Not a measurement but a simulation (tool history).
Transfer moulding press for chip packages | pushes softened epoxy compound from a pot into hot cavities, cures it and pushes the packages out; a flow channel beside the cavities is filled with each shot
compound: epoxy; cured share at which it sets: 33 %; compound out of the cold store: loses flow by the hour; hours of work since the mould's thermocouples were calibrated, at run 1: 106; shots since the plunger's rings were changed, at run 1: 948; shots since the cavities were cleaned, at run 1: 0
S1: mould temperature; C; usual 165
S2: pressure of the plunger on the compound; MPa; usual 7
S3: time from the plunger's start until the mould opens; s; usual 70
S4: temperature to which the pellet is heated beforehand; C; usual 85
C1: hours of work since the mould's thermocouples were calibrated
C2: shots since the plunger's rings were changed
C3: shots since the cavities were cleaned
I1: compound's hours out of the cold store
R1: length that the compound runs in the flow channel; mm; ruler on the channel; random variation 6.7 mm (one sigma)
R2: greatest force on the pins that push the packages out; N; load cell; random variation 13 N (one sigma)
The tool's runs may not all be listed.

run 1 hour=0 | S1=165 S2=7 S3=70 S4=85 | C1=106 C2=948 C3=0 | I1=44.5 | R1=731 R2=641
run 2 hour=7.1 | S1=159 S2=7 S3=70 S4=85 | C1=110 C2=1040 C3=92 | I1=41.9 | R1=747 R2=1041
run 3 hour=14.8 | S1=159 S2=7 S3=70 S4=85 | C1=113 C2=1141 C3=193 | I1=8.7 | R1=902 R2=1368
run 4 hour=23.8 | S1=159 S2=7 S3=70 S4=85 | C1=118 C2=1259 C3=311 | I1=10.6 | R1=911 R2=1485
run 5 hour=29.8 | S1=159 S2=7 S3=70 S4=85 | C1=121 C2=1337 C3=389 | I1=16.5 | R1=848 R2=1522
run 6 hour=34.9 | S1=159 S2=7 S3=70 S4=85 | C1=123 C2=1404 C3=456 | I1=35.8 | R1=781 R2=1423
run 7 hour=44.1 | S1=159 S2=7 S3=70 S4=85 | C1=128 C2=1524 C3=576 | I1=32.7 | R1=795 R2=1511
-- hour=50.2 cavities cleaned with cleaning compound and waxed
run 8 hour=51 | S1=159 S2=7 S3=70 S4=85 | C1=131 C2=1595 C3=10 | I1=27.3 | R1=813 R2=1031
run 9 hour=56.1 | S1=167 S2=5.47 S3=70 S4=85 | C1=133 C2=1662 C3=77 | I1=44.3 | R1=633 R2=617
run 10 hour=64.3 | S1=167 S2=5.47 S3=70 S4=85 | C1=137 C2=1770 C3=185 | I1=28.3 | R1=678 R2=701
run 11 hour=72.7 | S1=167 S2=5.47 S3=70 S4=85 | C1=142 C2=1879 C3=294 | I1=47.6 | R1=620 R2=684
run 12 hour=81.6 | S1=165 S2=7.58 S3=70 S4=85 | C1=146 C2=1995 C3=410 | I1=27.6 | R1=828 R2=894
run 13 hour=89.9 | S1=162 S2=6.64 S3=70 S4=85 | C1=150 C2=2104 C3=519 | I1=35.7 | R1=736 R2=1157

How the hidden state differs across the entries between the runs, from the last listed run before each to the first after it:
Between runs 7 and 8: cavities cleaned with cleaning compound and waxed (hour 50.2)
  pressure that reaches the compound, % of what is set: 94.63 -> 94.37; grip of the stained cavities, % over clean ones': 48.5 -> 2.3
  measured less the result without the state, R1: -23 -> -24 mm; R2: +489 -> +19 N

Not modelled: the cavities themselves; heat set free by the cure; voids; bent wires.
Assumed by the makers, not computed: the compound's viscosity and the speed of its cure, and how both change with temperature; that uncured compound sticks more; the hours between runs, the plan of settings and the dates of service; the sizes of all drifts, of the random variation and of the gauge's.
